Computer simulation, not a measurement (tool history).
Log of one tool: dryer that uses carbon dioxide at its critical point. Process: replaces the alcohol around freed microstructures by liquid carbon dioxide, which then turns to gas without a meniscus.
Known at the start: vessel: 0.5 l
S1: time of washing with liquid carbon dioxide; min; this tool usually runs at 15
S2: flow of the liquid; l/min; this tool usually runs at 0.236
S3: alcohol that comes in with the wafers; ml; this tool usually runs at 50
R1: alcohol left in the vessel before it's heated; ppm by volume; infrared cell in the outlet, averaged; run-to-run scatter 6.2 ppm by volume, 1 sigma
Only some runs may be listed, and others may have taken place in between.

run	hour	S1	S2	S3	R1
1	0.0	15	0.236	50	575
2	7.5	15	0.236	50	577
3	12.4	15	0.236	50	577
4	20.2	15	0.236	108	1286
5	28.8	15	0.236	98	1130
6	34.7	15	0.236	98	1125
7	41.6	15	0.236	98	1166
8	45.5	15	0.236	98	1171
9	51.3	20	0.236	39	99
10	56.4	15	0.236	68	836
11	63.4	15	0.236	68	813
12	67.7	15	0.236	68	803
13	75.3	20	0.266	68	72

Below are 3 alternative next runs, each starting from the tool's condition after run 13. Predict each:
A	83.4	13	0.236	33	?
B	83.4	21	0.220	114	?
C	83.4	19	0.236	50	?

run	R1
A	784
B	302
C	164
Take away the tool's hidden state, keep each run's random variation, and the runs would have read:
run	R1
A	357
B	95
C	52

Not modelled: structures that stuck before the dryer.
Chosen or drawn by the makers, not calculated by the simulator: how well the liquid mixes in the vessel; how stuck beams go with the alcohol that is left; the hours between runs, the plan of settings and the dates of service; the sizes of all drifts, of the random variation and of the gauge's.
